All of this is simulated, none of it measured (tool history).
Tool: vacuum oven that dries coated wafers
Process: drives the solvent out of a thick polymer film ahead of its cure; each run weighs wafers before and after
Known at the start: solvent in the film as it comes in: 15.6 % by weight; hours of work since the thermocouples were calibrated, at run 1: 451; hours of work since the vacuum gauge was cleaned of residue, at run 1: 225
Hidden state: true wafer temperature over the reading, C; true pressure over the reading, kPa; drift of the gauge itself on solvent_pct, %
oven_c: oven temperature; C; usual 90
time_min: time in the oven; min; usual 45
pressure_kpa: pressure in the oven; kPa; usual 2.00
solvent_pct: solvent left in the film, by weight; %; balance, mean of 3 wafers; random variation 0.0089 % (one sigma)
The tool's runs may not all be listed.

run	day	oven_c	time_min	pressure_kpa	hours of work since the thermocouples were calibrated	hours of work since the vacuum gauge was cleaned of residue	solvent_pct
1	0.000	90	45	2.00	451	225	1.454
2	0.446	90	45	1.84	457	231	1.372
3	0.708	90	45	1.84	461	235	1.367
4	1.121	90	45	1.84	466	241	1.374
5	1.538	90	45	4.64	472	246	2.791
6	1.796	90	75	4.64	476	250	2.482
7	2.212	90	75	1.33	481	256	0.792
8	2.604	90	75	1.33	487	261	0.759
9	3.154	90	75	1.33	495	269	0.760
10	3.400	90	75	1.33	498	272	0.774
11	3.950	90	75	1.33	506	280	0.777
12	4.429	90	48	2.00	512	287	1.366
13	4.675	90	48	2.00	516	290	1.370
14	5.262	79	31	2.00	524	298	4.299
15	5.825	102	22	2.07	532	306	1.427
16	6.267	102	47	2.07	538	312	0.752
17	6.671	102	47	2.07	543	318	0.746
18	7.038	92	36	3.95	548	323	2.471
19	7.429	102	63	4.49	554	328	1.536
20	8.017	102	63	4.49	562	336	1.544
21	8.429	85	28	2.83	568	342	3.811
22	8.904	85	28	2.83	574	349	3.825
23	9.171	84	44	1.41	578	352	1.871
24	9.592	84	77	1.41	584	358	1.130
25	9.971	84	77	1.41	589	363	1.128
26	10.496	90	45	1.59	596	371	1.245

Forecast each of these 5 alternatives for the next run:
A	10.917	90	41	1.59	602	377	?
B	10.917	90	30	2.00	602	377	?
C	10.917	90	45	3.38	602	377	?
D	10.917	76	45	5.94	602	377	?
E	10.917	102	70	5.48	602	377	?

run	solvent_pct
A	1.384
B	2.235
C	2.131
D	6.722
E	1.875
Without the tool's hidden state the same runs would have given:
run	solvent_pct
A	1.415
B	2.317
C	2.177
D	6.901
E	1.893

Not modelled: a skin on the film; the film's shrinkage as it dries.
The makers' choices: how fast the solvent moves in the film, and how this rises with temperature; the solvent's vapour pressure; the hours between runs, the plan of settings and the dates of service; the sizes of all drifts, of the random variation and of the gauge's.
